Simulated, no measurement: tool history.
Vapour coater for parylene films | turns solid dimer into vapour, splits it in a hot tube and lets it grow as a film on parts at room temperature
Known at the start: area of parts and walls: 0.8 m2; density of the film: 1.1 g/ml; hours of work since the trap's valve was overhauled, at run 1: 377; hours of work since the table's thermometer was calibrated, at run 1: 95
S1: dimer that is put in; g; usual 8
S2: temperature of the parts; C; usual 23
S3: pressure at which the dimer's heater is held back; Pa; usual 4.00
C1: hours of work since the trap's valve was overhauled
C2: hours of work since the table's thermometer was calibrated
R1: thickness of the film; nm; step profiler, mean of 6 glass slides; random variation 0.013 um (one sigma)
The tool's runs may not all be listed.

{"run": 1, "hour": 0.0, "S1": 8, "S2": 23, "S3": 4.0, "C1": 377, "C2": 95, "R1": 4610}
{"run": 2, "hour": 12.1, "S1": 8, "S2": 23, "S3": 4.0, "C1": 386, "C2": 103, "R1": 4630}
{"run": 3, "hour": 23.3, "S1": 8, "S2": 23, "S3": 4.0, "C1": 394, "C2": 111, "R1": 4610}
{"run": 4, "hour": 34.0, "S1": 8, "S2": 23, "S3": 4.0, "C1": 401, "C2": 119, "R1": 4590}
{"run": 5, "hour": 43.4, "S1": 8, "S2": 23, "S3": 4.0, "C1": 408, "C2": 126, "R1": 4620}
{"run": 6, "hour": 59.7, "S1": 8, "S2": 23, "S3": 4.0, "C1": 420, "C2": 137, "R1": 4600}
{"run": 7, "hour": 71.8, "S1": 8, "S2": 23, "S3": 4.0, "C1": 428, "C2": 146, "R1": 4630}
{"run": 8, "hour": 82.2, "S1": 8, "S2": 23, "S3": 4.0, "C1": 436, "C2": 153, "R1": 4620}
{"run": 9, "hour": 99.6, "S1": 8, "S2": 23, "S3": 4.0, "C1": 448, "C2": 165, "R1": 4600}
{"run": 10, "hour": 108.1, "S1": 8, "S2": 15, "S3": 4.0, "C1": 454, "C2": 171, "R1": 5730}
{"run": 11, "hour": 121.6, "S1": 8, "S2": 20, "S3": 4.0, "C1": 464, "C2": 181, "R1": 5010}
{"run": 12, "hour": 138.5, "S1": 8, "S2": 23, "S3": 4.0, "C1": 476, "C2": 193, "R1": 4610}
{"run": 13, "hour": 147.2, "S1": 5, "S2": 23, "S3": 4.0, "C1": 482, "C2": 199, "R1": 2880}
{"run": 14, "hour": 158.7, "S1": 5, "S2": 23, "S3": 4.0, "C1": 490, "C2": 207, "R1": 2880}
{"run": 15, "hour": 167.9, "S1": 8, "S2": 33, "S3": 4.0, "C1": 496, "C2": 214, "R1": 3500}
{"run": 16, "hour": 178.1, "S1": 4, "S2": 23, "S3": 4.0, "C1": 504, "C2": 221, "R1": 2310}
{"run": 17, "hour": 192.1, "S1": 4, "S2": 26, "S3": 4.0, "C1": 514, "C2": 231, "R1": 2120}
{"run": 18, "hour": 206.8, "S1": 8, "S2": 23, "S3": 4.0, "C1": 524, "C2": 241, "R1": 4590}
{"run": 19, "hour": 216.0, "S1": 8, "S2": 23, "S3": 8.92, "C1": 531, "C2": 248, "R1": 4040}
{"run": 20, "hour": 229.4, "S1": 8, "S2": 23, "S3": 8.92, "C1": 540, "C2": 257, "R1": 4030}
{"run": 21, "hour": 245.4, "S1": 8, "S2": 20, "S3": 4.21, "C1": 551, "C2": 269, "R1": 4980}
{"run": 22, "hour": 255.2, "S1": 5, "S2": 28, "S3": 2.27, "C1": 558, "C2": 276, "R1": 2730}
{"run": 23, "hour": 269.3, "S1": 4, "S2": 21, "S3": 10.88, "C1": 568, "C2": 286, "R1": 2070}
{"hour": 275.7, "done": "trap's valve overhauled"}
{"run": 24, "hour": 284.8, "S1": 4, "S2": 33, "S3": 9.35, "C1": 6, "C2": 294, "R1": 1510}
{"run": 25, "hour": 296.4, "S1": 4, "S2": 33, "S3": 9.35, "C1": 15, "C2": 302, "R1": 1520}
{"run": 26, "hour": 305.1, "S1": 8, "S2": 18, "S3": 4.0, "C1": 21, "C2": 308, "R1": 5270}

Run 27 comes next. What will it give?
{"run": 27, "hour": 322.8, "S1": 8, "S2": 23, "S3": 2.47, "C1": 33, "C2": 321, "R1": "?"}

R1: 4990 nm
Without the tool's hidden state the same run would have given R1 4990 nm.

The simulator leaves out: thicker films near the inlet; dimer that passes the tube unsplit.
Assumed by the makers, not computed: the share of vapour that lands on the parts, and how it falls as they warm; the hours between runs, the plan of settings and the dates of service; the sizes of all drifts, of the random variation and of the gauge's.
